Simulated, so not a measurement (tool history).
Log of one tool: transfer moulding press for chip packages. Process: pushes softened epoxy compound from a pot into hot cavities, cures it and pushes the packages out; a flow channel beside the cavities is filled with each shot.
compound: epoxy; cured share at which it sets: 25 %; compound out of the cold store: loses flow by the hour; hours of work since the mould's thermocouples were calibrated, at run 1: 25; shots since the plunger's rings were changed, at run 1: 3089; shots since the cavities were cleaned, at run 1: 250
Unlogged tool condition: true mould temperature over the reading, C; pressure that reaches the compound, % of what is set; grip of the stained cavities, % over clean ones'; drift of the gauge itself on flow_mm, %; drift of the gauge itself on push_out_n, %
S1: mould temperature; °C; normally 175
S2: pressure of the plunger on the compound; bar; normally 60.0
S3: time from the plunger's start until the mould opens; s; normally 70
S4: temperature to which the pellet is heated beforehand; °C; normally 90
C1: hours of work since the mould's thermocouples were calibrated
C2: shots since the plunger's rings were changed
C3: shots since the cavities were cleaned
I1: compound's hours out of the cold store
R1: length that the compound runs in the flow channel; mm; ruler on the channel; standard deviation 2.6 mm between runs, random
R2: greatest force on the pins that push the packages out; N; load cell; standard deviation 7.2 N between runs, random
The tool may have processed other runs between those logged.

| run | hour | S1 | S2 | S3 | S4 | C1 | C2 | C3 | I1 | R1 | R2 |
|---|---|---|---|---|---|---|---|---|---|---|---|
| 1 | 0.0 | 175 | 60.0 | 70 | 90 | 25 | 3089 | 250 | 21.5 | 731 | 538 |
| 2 | 28.6 | 176 | 60.0 | 70 | 90 | 41 | 3494 | 655 | 14.4 | 762 | 653 |
|  | 38.9 | cavities cleaned with cleaning compound and waxed |
| 3 | 45.3 | 175 | 60.0 | 70 | 90 | 49 | 3708 | 90 | 41.4 | 650 | 370 |
| 4 | 69.6 | 175 | 60.0 | 70 | 90 | 63 | 4053 | 435 | 25.2 | 705 | 590 |
| 5 | 90.4 | 175 | 60.0 | 70 | 90 | 75 | 4347 | 729 | 27.7 | 698 | 663 |
|  | 94.0 | cavities cleaned with cleaning compound and waxed |
|  | 105.8 | plunger's sealing rings changed |
| 6 | 110.8 | 175 | 60.0 | 70 | 90 | 84 | 72 | 203 | 15.2 | 796 | 501 |
| 7 | 145.0 | 175 | 65.6 | 70 | 90 | 103 | 556 | 687 | 18.6 | 811 | 658 |
|  | 152.9 | cavities cleaned with cleaning compound and waxed |
| 8 | 166.4 | 175 | 60.0 | 70 | 90 | 114 | 837 | 191 | 41.0 | 674 | 448 |
| 9 | 195.6 | 175 | 60.0 | 70 | 90 | 131 | 1250 | 604 | 44.0 | 665 | 604 |
|  | 210.0 | cavities cleaned with cleaning compound and waxed |
| 10 | 219.7 | 175 | 60.0 | 70 | 90 | 143 | 1572 | 138 | 10.5 | 801 | 461 |
| 11 | 245.2 | 175 | 60.0 | 70 | 90 | 158 | 1932 | 498 | 38.2 | 679 | 577 |
|  | 265.7 | cavities cleaned with cleaning compound and waxed |
| 12 | 270.3 | 175 | 60.0 | 70 | 90 | 171 | 2267 | 66 | 15.6 | 764 | 399 |
| 13 | 286.4 | 175 | 60.0 | 70 | 90 | 180 | 2494 | 293 | 14.0 | 774 | 584 |
| 14 | 310.2 | 175 | 60.0 | 70 | 90 | 193 | 2831 | 630 | 10.6 | 789 | 725 |
|  | 321.9 | cavities cleaned with cleaning compound and waxed |
| 15 | 344.0 | 174 | 60.0 | 70 | 84 | 211 | 3288 | 312 | 47.7 | 628 | 591 |
| 16 | 373.1 | 168 | 71.3 | 50 | 83 | 228 | 3700 | 724 | 23.4 | 798 | 2137 |
|  | 379.0 | cavities cleaned with cleaning compound and waxed |
| 17 | 408.0 | 168 | 67.7 | 52 | 83 | 247 | 4173 | 411 | 21.8 | 777 | 1818 |
| 18 | 425.5 | 169 | 67.7 | 52 | 83 | 256 | 4420 | 658 | 25.6 | 758 | 1924 |
|  | 434.9 | plunger's sealing rings changed |
|  | 438.2 | cavities cleaned with cleaning compound and waxed |
| 19 | 461.7 | 173 | 60.0 | 70 | 90 | 274 | 359 | 332 | 27.9 | 744 | 670 |
|  | 494.3 | cavities cleaned with cleaning compound and waxed |
| 20 | 494.3 | 173 | 60.0 | 70 | 90 | 292 | 800 | 0 | 39.2 | 689 | 377 |
| 21 | 509.4 | 174 | 73.1 | 55 | 99 | 300 | 1014 | 214 | 13.5 | 876 | 1021 |
| 22 | 538.2 | 174 | 73.1 | 55 | 99 | 317 | 1420 | 620 | 36.1 | 766 | 1223 |
|  | 551.2 | cavities cleaned with cleaning compound and waxed |
| 23 | 555.7 | 174 | 73.1 | 55 | 99 | 326 | 1648 | 64 | 9.3 | 890 | 822 |
| 24 | 582.0 | 174 | 62.4 | 55 | 99 | 340 | 2020 | 436 | 47.7 | 658 | 1090 |
| 25 | 604.5 | 174 | 62.4 | 55 | 99 | 353 | 2338 | 754 | 41.0 | 676 | 1254 |
|  | 608.7 | cavities cleaned with cleaning compound and waxed |
| 26 | 620.9 | 174 | 60.0 | 102 | 87 | 361 | 2549 | 172 | 44.1 | 657 | 279 |
| 27 | 640.8 | 179 | 46.4 | 80 | 90 | 372 | 2831 | 454 | 9.4 | 686 | 415 |

Consider 4 possible next runs. They are alternatives, not a sequence: every one starts from the tool as it was left by run 27. What does each give?
| A | 661.2 | 175 | 46.4 | 63 | 95 | 384 | 3120 | 743 | 29.2 | ? | ? |
| B | 661.2 | 179 | 46.4 | 56 | 84 | 384 | 3120 | 743 | 31.7 | ? | ? |
| C | 661.2 | 170 | 60.0 | 61 | 90 | 384 | 3120 | 743 | 35.5 | ? | ? |
| D | 661.2 | 175 | 70.3 | 70 | 93 | 384 | 3120 | 743 | 45.7 | ? | ? |

| run | R1 | R2 |
|---|---|---|
| A | 619 | 900 |
| B | 606 | 1041 |
| C | 684 | 1367 |
| D | 693 | 647 |
Without the tool's unlogged condition, the same runs would have read:
| run | R1 | R2 |
|---|---|---|
| A | 649 | 392 |
| B | 634 | 450 |
| C | 717 | 602 |
| D | 726 | 286 |
